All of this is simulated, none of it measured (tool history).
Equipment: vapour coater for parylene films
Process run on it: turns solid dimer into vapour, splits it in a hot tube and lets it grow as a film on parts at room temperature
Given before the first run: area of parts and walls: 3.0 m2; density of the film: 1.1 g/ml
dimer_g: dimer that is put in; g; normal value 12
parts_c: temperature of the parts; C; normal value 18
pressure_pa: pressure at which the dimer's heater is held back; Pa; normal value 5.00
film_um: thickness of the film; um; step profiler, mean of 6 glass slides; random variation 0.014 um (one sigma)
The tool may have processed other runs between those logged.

{"run": 1, "hour": 0.0, "dimer_g": 12, "parts_c": 18, "pressure_pa": 5.0, "film_um": 2.05}
{"run": 2, "hour": 26.7, "dimer_g": 13, "parts_c": 18, "pressure_pa": 5.0, "film_um": 2.19}
{"run": 3, "hour": 44.0, "dimer_g": 13, "parts_c": 18, "pressure_pa": 5.0, "film_um": 2.2}
{"run": 4, "hour": 71.0, "dimer_g": 12, "parts_c": 18, "pressure_pa": 5.0, "film_um": 2.0}
{"run": 5, "hour": 87.3, "dimer_g": 17, "parts_c": 18, "pressure_pa": 5.0, "film_um": 2.86}
{"run": 6, "hour": 123.9, "dimer_g": 17, "parts_c": 18, "pressure_pa": 5.0, "film_um": 2.85}
{"run": 7, "hour": 154.4, "dimer_g": 8, "parts_c": 15, "pressure_pa": 6.89, "film_um": 1.44}
{"run": 8, "hour": 185.1, "dimer_g": 12, "parts_c": 22, "pressure_pa": 3.24, "film_um": 1.84}
{"run": 9, "hour": 202.6, "dimer_g": 16, "parts_c": 15, "pressure_pa": 2.65, "film_um": 3.5}
{"run": 10, "hour": 226.6, "dimer_g": 16, "parts_c": 15, "pressure_pa": 2.65, "film_um": 3.48}
{"run": 11, "hour": 242.7, "dimer_g": 16, "parts_c": 15, "pressure_pa": 2.25, "film_um": 3.63}

Measured result minus the same run's result without the hidden state. Both carry the same run-to-run variation, though not necessarily the same gauge scatter:
The hidden state here: vapour lost through the trap's worn valve, %; true temperature of the parts over the reading, C; drift of the gauge itself on film_um, %.
run=1 film_um=-0.09
run=2 film_um=-0.10
run=3 film_um=-0.10
run=4 film_um=-0.10
run=5 film_um=-0.15
run=6 film_um=-0.16
run=7 film_um=-0.09
run=8 film_um=-0.12
run=9 film_um=-0.23
run=10 film_um=-0.25
run=11 film_um=-0.26

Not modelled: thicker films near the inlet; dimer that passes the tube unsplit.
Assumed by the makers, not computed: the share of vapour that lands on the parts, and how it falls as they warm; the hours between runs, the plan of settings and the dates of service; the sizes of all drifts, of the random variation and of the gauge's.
